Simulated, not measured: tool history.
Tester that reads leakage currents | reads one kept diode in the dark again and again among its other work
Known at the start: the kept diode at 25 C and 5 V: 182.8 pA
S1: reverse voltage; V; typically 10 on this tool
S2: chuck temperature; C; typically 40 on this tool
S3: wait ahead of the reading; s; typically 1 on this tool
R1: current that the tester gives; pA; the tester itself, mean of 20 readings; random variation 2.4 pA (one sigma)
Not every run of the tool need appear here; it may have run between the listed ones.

run,hour,S1,S2,S3,R1
1,0,10,40,1,770.6
2,43.9,10,40,1,769.77
3,88.9,10,40,1,767.74
4,117,10,40,1,771.27
5,165,10,40,1,771.17
6,210,10,57,1,2250.86
7,268.4,10,57,1,2250.26
8,312.3,16.7,23,1,332.92
9,353.9,10,51,1.2,1543.9
10,401.8,10,51,1.2,1552.98
11,438,10,51,1.2,1554.38

Alternative continuations, all from the tool just after run 11; predict every row:
A,469.2,10,29,0.41,?
B,469.2,2.2,40,1.2,?
C,469.2,10,39,1.2,?

run,R1
A,371.09
B,310.39
C,713.35
Without the tool's hidden state the same runs would have given:
run,R1
A,377.18
B,325.19
C,738.98

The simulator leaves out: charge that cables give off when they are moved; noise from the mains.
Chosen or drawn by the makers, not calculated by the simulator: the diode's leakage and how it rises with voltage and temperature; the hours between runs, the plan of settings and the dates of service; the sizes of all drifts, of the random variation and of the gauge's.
